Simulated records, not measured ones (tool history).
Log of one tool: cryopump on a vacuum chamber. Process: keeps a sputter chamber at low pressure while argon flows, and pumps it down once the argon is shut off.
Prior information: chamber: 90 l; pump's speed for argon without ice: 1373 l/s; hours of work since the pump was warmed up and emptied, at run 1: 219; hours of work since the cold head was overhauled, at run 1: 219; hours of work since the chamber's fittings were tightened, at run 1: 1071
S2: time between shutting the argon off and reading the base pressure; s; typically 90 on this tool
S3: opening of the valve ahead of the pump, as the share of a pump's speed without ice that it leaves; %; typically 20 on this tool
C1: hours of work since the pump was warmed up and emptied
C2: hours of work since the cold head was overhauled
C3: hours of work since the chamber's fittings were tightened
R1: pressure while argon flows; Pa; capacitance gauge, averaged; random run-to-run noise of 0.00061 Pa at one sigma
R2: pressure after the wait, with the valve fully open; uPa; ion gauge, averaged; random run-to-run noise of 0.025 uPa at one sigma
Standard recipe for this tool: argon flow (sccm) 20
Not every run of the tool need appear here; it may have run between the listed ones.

{"run": 1, "day": 0.0, "argon flow (sccm)": 20, "S2": 90, "S3": 20, "C1": 219, "C2": 219, "C3": 1071, "R1": 0.127, "R2": 2.18}
{"run": 2, "day": 0.417, "argon flow (sccm)": 20, "S2": 90, "S3": 20, "C1": 223, "C2": 223, "C3": 1075, "R1": 0.1259, "R2": 2.27}
{"run": 3, "day": 0.712, "argon flow (sccm)": 20, "S2": 104, "S3": 20, "C1": 226, "C2": 226, "C3": 1078, "R1": 0.1271, "R2": 2.23}
{"run": 4, "day": 1.117, "argon flow (sccm)": 20, "S2": 104, "S3": 20, "C1": 230, "C2": 230, "C3": 1082, "R1": 0.1267, "R2": 2.16}
{"run": 5, "day": 1.504, "argon flow (sccm)": 20, "S2": 104, "S3": 20, "C1": 234, "C2": 234, "C3": 1086, "R1": 0.1263, "R2": 2.2}
{"run": 6, "day": 1.838, "argon flow (sccm)": 20, "S2": 104, "S3": 20, "C1": 237, "C2": 237, "C3": 1090, "R1": 0.1263, "R2": 2.14}
{"run": 7, "day": 2.133, "argon flow (sccm)": 20, "S2": 104, "S3": 20, "C1": 240, "C2": 240, "C3": 1093, "R1": 0.127, "R2": 2.21}
{"run": 8, "day": 2.725, "argon flow (sccm)": 20, "S2": 104, "S3": 20, "C1": 246, "C2": 246, "C3": 1099, "R1": 0.1279, "R2": 2.24}
{"run": 9, "day": 3.012, "argon flow (sccm)": 20, "S2": 90, "S3": 20, "C1": 249, "C2": 249, "C3": 1102, "R1": 0.1276, "R2": 2.25}
{"run": 10, "day": 3.683, "argon flow (sccm)": 28, "S2": 24, "S3": 24, "C1": 256, "C2": 256, "C3": 1108, "R1": 0.1493, "R2": 4.37}
{"run": 11, "day": 4.067, "argon flow (sccm)": 28, "S2": 24, "S3": 24, "C1": 260, "C2": 260, "C3": 1112, "R1": 0.151, "R2": 4.41}
{"run": 12, "day": 4.496, "argon flow (sccm)": 28, "S2": 24, "S3": 24, "C1": 264, "C2": 264, "C3": 1117, "R1": 0.1494, "R2": 4.49}
{"run": 13, "day": 5.071, "argon flow (sccm)": 22, "S2": 92, "S3": 29, "C1": 270, "C2": 270, "C3": 1123, "R1": 0.0988, "R2": 2.39}
{"run": 14, "day": 5.35, "argon flow (sccm)": 36, "S2": 37, "S3": 20, "C1": 273, "C2": 273, "C3": 1125, "R1": 0.2303, "R2": 3.4}
{"run": 15, "day": 5.875, "argon flow (sccm)": 25, "S2": 112, "S3": 28, "C1": 278, "C2": 278, "C3": 1131, "R1": 0.1162, "R2": 2.22}
{"run": 16, "day": 6.238, "argon flow (sccm)": 10, "S2": 21, "S3": 29, "C1": 282, "C2": 282, "C3": 1134, "R1": 0.0449, "R2": 4.73}
{"run": 17, "day": 6.692, "argon flow (sccm)": 20, "S2": 82, "S3": 24, "C1": 287, "C2": 287, "C3": 1139, "R1": 0.1075, "R2": 2.5}
{"run": 18, "day": 7.317, "argon flow (sccm)": 20, "S2": 82, "S3": 24, "C1": 293, "C2": 293, "C3": 1145, "R1": 0.1088, "R2": 2.5}

Below are 3 alternative next runs, each starting from the tool's condition after run 18. Predict each:
{"run": "A", "day": 7.658, "argon flow (sccm)": 20, "S2": 90, "S3": 22, "C1": 296, "C2": 296, "C3": 1149, "R1": "?", "R2": "?"}
{"run": "B", "day": 7.658, "argon flow (sccm)": 14, "S2": 21, "S3": 42, "C1": 296, "C2": 296, "C3": 1149, "R1": "?", "R2": "?"}
{"run": "C", "day": 7.658, "argon flow (sccm)": 11, "S2": 160, "S3": 33, "C1": 296, "C2": 296, "C3": 1149, "R1": "?", "R2": "?"}

run=A R1=0.1162 R2=2.45
run=B R1=0.0442 R2=4.88
run=C R1=0.0440 R2=2.15
Take away the tool's hidden state, keep each run's random variation, and the runs would have read:
run=A R1=0.1108 R2=0.96
run=B R1=0.0403 R2=3.37
run=C R1=0.0410 R2=0.62
